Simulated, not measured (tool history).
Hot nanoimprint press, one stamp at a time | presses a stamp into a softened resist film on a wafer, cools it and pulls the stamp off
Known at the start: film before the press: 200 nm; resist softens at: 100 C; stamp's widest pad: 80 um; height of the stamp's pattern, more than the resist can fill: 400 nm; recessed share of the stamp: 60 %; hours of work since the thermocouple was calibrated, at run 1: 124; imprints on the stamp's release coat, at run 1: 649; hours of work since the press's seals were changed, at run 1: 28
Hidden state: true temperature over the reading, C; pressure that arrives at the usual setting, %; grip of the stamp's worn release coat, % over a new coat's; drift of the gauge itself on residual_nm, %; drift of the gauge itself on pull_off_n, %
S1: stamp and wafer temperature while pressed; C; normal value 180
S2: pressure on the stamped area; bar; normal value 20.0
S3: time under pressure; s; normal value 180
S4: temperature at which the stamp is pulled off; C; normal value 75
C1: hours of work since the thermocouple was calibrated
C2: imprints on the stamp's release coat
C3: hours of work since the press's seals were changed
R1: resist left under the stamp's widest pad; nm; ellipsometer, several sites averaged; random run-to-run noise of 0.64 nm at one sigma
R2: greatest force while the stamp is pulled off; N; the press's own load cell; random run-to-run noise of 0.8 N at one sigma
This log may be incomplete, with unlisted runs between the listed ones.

run 1 hour=0.0 | S1=180 S2=20.0 S3=180 S4=75 | C1=124 C2=649 C3=28 | R1=121.1 R2=109.8
-- hour=8.0 stamp cleaned and given a new release coat
run 2 hour=28.8 | S1=180 S2=17.0 S3=180 S4=75 | C1=137 C2=62 C3=41 | R1=127.9 R2=100.9
run 3 hour=47.0 | S1=180 S2=17.0 S3=180 S4=71 | C1=147 C2=116 C3=52 | R1=129.6 R2=105.9
run 4 hour=73.9 | S1=180 S2=20.0 S3=180 S4=75 | C1=163 C2=197 C3=67 | R1=120.9 R2=101.1
run 5 hour=93.9 | S1=180 S2=20.0 S3=180 S4=75 | C1=174 C2=257 C3=78 | R1=122.1 R2=105.2
run 6 hour=106.5 | S1=180 S2=20.0 S3=180 S4=75 | C1=181 C2=295 C3=86 | R1=120.9 R2=104.4
run 7 hour=127.6 | S1=180 S2=20.0 S3=180 S4=69 | C1=193 C2=358 C3=98 | R1=122.7 R2=113.1
run 8 hour=152.4 | S1=180 S2=20.0 S3=180 S4=69 | C1=208 C2=432 C3=112 | R1=122.3 R2=115.7
run 9 hour=164.1 | S1=180 S2=20.0 S3=180 S4=69 | C1=214 C2=467 C3=119 | R1=122.3 R2=117.9
run 10 hour=193.0 | S1=180 S2=20.0 S3=180 S4=69 | C1=231 C2=553 C3=135 | R1=122.2 R2=120.2
run 11 hour=218.2 | S1=180 S2=12.9 S3=180 S4=75 | C1=245 C2=628 C3=149 | R1=142.9 R2=110.0
-- hour=233.3 stamp cleaned and given a new release coat
run 12 hour=245.9 | S1=180 S2=14.9 S3=180 S4=61 | C1=258 C2=37 C3=162 | R1=136.6 R2=122.2
run 13 hour=273.7 | S1=173 S2=14.6 S3=180 S4=61 | C1=273 C2=120 C3=178 | R1=159.4 R2=122.6
run 14 hour=290.9 | S1=173 S2=14.6 S3=180 S4=61 | C1=283 C2=172 C3=188 | R1=160.2 R2=124.1
run 15 hour=314.2 | S1=180 S2=20.0 S3=94 S4=76 | C1=297 C2=242 C3=201 | R1=147.4 R2=104.6
run 16 hour=336.2 | S1=180 S2=20.0 S3=94 S4=76 | C1=309 C2=307 C3=213 | R1=146.2 R2=105.2
run 17 hour=348.1 | S1=189 S2=20.0 S3=94 S4=67 | C1=316 C2=343 C3=220 | R1=117.2 R2=118.5

Predict the results of run 18:
run 18 hour=375.9 | S1=180 S2=22.9 S3=180 S4=82 | C1=332 C2=426 C3=236 | R1=? R2=?

R1: 117.3 nm
R2: 97.6 N
Had the tool carried no hidden state, the very same run would have given R1 112.6 nm, R2 89.8 N.

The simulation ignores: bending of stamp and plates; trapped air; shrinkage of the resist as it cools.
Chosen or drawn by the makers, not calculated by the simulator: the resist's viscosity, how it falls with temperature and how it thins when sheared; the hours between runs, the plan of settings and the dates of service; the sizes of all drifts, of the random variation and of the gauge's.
